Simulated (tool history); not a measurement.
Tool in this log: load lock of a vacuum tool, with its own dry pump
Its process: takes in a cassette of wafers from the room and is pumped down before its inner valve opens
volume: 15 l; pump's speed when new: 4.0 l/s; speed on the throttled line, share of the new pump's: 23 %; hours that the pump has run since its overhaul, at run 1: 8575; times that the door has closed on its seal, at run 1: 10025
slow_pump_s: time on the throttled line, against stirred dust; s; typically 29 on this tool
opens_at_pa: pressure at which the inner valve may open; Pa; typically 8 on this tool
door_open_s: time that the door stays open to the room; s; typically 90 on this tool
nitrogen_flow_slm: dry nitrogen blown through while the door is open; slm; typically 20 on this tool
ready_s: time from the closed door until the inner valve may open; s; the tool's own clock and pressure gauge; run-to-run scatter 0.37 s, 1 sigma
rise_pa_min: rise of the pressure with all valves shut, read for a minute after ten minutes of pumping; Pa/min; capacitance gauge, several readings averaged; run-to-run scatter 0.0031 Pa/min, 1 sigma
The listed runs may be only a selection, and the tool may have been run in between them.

| run | hour | slow_pump_s | opens_at_pa | door_open_s | nitrogen_flow_slm | hours that the pump has run since its overhaul | times that the door has closed on its seal | incoming humidity of the room's air, % | ready_s | rise_pa_min |
|---|---|---|---|---|---|---|---|---|---|---|
| 1 | 0 | 29 | 8 | 90 | 20 | 8575 | 10025 | 46.4 | 59.5 | 0.135 |
| 2 | 63.9 | 29 | 8 | 90 | 20 | 8639 | 10226 | 46 | 60.2 | 0.134 |
| 3 | 139.9 | 29 | 14 | 90 | 20 | 8715 | 10464 | 43.5 | 58 | 0.131 |
| 4 | 232.2 | 29 | 10 | 90 | 20 | 8807 | 10753 | 47.3 | 59.5 | 0.139 |
| 5 | 307.5 | 29 | 8 | 90 | 28 | 8882 | 10989 | 40.9 | 59.8 | 0.12 |
| 6 | 406.2 | 29 | 8 | 90 | 6 | 8981 | 11298 | 41.4 | 60.2 | 0.158 |
| 7 | 498.7 | 29 | 8 | 61 | 20 | 9073 | 11588 | 43 | 60.3 | 0.126 |
| 8 | 590.7 | 29 | 8 | 61 | 20 | 9165 | 11876 | 45.8 | 59.8 | 0.129 |

Predict the results of run 9:
| 9 | 674.3 | 29 | 8 | 61 | 4 | 9249 | 12138 | 46.6 | ? | ? |

{"run 9": {"ready_s": 60.2, "rise_pa_min": 0.165}}
With no hidden state in the tool, this same run would have given ready_s 58.1 s, rise_pa_min 0.107 Pa/min.
